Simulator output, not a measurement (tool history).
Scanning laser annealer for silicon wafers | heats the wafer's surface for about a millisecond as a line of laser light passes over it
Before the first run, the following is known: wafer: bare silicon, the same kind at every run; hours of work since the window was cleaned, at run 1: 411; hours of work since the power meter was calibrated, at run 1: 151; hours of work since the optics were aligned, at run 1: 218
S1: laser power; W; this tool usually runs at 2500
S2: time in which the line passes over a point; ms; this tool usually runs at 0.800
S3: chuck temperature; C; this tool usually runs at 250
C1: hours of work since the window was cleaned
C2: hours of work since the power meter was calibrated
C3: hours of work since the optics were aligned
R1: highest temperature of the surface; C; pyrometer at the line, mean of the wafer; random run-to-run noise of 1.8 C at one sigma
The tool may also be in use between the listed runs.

run   hour    S1     S2   S3   C1   C2   C3    R1
  1    0.0  2500  0.800  250  411  151  218  1018
  2   11.7  2500  0.620  250  419  159  225   919
  3   25.8  2554  0.800  250  428  168  235  1036
  4   36.8  2554  0.800  250  435  175  242  1035
  5   48.8  2554  0.800  250  443  183  250  1036
  6   59.9  2500  0.628  250  451  190  257   918
  7   75.8  2500  0.628  250  461  201  268   921
  8   83.7  2500  0.628  250  466  206  273   921
  9  101.1  2389  0.800  250  478  217  284   969
 10  116.1  2500  0.800  250  488  227  294  1011
 11  134.6  2500  0.800  250  500  240  306  1010
 12  148.7  2500  0.800  250  509  249  316  1010
 13  156.1  2500  0.800  250  514  254  321  1008
     165.7  -- window over the wafer cleaned
 14  172.3  2500  0.800  250    4  263  330   970
 15  186.6  2500  0.800  250   14  273  339   973
 16  201.8  2500  0.800  250   24  283  349   968
     210.1  -- window over the wafer cleaned, once more
 17  212.1  2500  0.800  271    1  288  355  1080
 18  222.6  2500  0.800  271    8  295  362  1075
 19  230.3  2500  0.800  271   13  300  367  1077
 20  242.2  2500  0.800  271   21  308  375  1076

Forecast run 21:
 21  254.5  2500  0.800  271  29  316  383   ?

R1: 1076 C
On a tool with no hidden condition, and with the same random variation, this run would have come out at R1 1087 C.
